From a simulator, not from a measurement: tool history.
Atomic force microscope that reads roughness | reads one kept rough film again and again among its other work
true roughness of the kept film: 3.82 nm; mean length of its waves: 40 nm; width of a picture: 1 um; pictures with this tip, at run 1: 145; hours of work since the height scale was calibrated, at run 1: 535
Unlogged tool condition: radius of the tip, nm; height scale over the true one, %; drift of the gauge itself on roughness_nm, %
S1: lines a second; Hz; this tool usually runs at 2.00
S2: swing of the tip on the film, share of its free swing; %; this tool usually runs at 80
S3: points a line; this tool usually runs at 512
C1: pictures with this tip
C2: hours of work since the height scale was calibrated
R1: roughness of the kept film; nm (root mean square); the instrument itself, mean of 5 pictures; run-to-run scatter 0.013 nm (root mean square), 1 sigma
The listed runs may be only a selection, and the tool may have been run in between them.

run,hour,S1,S2,S3,C1,C2,R1
1,0.0,2.00,80,512,145,535,2.835
2,47.1,2.00,80,512,231,563,2.695
# hour 75.8: new tip fitted
3,91.0,2.00,80,512,28,588,3.051
4,121.2,1.42,80,512,83,606,3.061
5,147.0,1.42,80,512,130,621,2.972
6,171.4,1.42,56,512,174,635,3.027
7,223.2,1.42,56,512,269,665,2.879
# hour 230.1: new tip fitted
8,279.7,2.00,62,512,91,698,3.138
9,330.7,2.00,62,512,184,728,2.954
# hour 384.3: new tip fitted
10,384.3,2.00,62,512,0,759,3.342
11,421.3,2.00,62,512,68,780,3.206
12,464.0,2.00,82,512,145,805,2.857
13,513.9,2.00,82,512,236,835,2.677
# hour 538.3: new tip fitted
14,538.3,2.00,80,621,0,849,3.148
15,572.6,2.00,80,621,62,869,3.010
16,613.4,2.00,80,621,137,892,2.877
17,664.8,1.42,80,512,230,922,2.778
# hour 692.3: new tip fitted
18,705.3,2.00,80,512,24,946,3.098
19,736.8,2.00,80,512,81,964,2.977
20,771.4,2.00,80,512,144,985,2.838
21,817.8,1.89,80,512,229,1012,2.709
# hour 845.8: new tip fitted
22,875.3,2.00,80,512,54,1045,3.032
23,908.9,2.00,80,512,115,1065,2.902
24,958.7,3.12,80,512,206,1094,2.619
25,982.8,1.55,80,512,249,1108,2.698
# hour 999.7: new tip fitted
26,1021.3,0.70,80,512,40,1130,3.259
27,1052.6,3.20,80,547,97,1148,2.798
28,1108.6,3.20,80,547,199,1181,2.610
29,1135.0,2.00,88,512,247,1196,2.566
# hour 1154.2: new tip fitted
30,1179.0,1.59,73,876,45,1222,3.187
31,1207.7,2.79,74,900,97,1239,2.936
32,1246.7,2.00,74,274,168,1261,2.827
33,1276.0,0.88,60,809,222,1279,2.921
# hour 1309.0: new tip fitted
34,1314.1,0.88,60,809,9,1301,3.380
35,1346.2,0.79,81,512,67,1319,3.154
36,1390.0,2.00,73,512,147,1345,2.880
37,1443.9,2.00,73,512,245,1376,2.702
# hour 1463.4: new tip fitted
38,1488.3,2.00,73,512,45,1402,3.103
39,1514.8,0.61,81,472,93,1418,3.113
40,1538.8,2.00,80,981,137,1432,2.851
41,1572.5,2.35,61,354,199,1451,2.901
42,1596.6,0.59,64,512,243,1465,2.879
# hour 1619.4: new tip fitted
43,1625.1,3.00,75,441,10,1482,3.068
44,1670.3,3.00,75,441,93,1508,2.895
45,1708.0,3.00,75,441,162,1530,2.773
46,1732.5,3.00,75,441,206,1545,2.684
47,1760.5,3.00,75,441,257,1561,2.596
# hour 1773.1: new tip fitted
48,1788.0,2.97,63,404,27,1577,3.191
49,1826.2,2.97,63,404,97,1599,3.072
50,1860.0,0.97,56,512,158,1619,3.086
51,1906.9,2.39,75,512,244,1646,2.710
# hour 1927.3: new tip fitted
52,1937.2,2.00,80,288,18,1664,3.066

Branching from run 52: 3 alternative next runs. What would each branch give?
A,1972.5,0.63,80,512,82,1684,?
B,1972.5,0.57,89,458,82,1684,?
C,1972.5,2.00,70,288,82,1684,?

run,R1
A,3.140
B,3.117
C,3.063
The same runs, with their run-to-run variation unchanged, on a tool lacking any hidden condition would have given:
run,R1
A,3.361
B,3.336
C,3.279
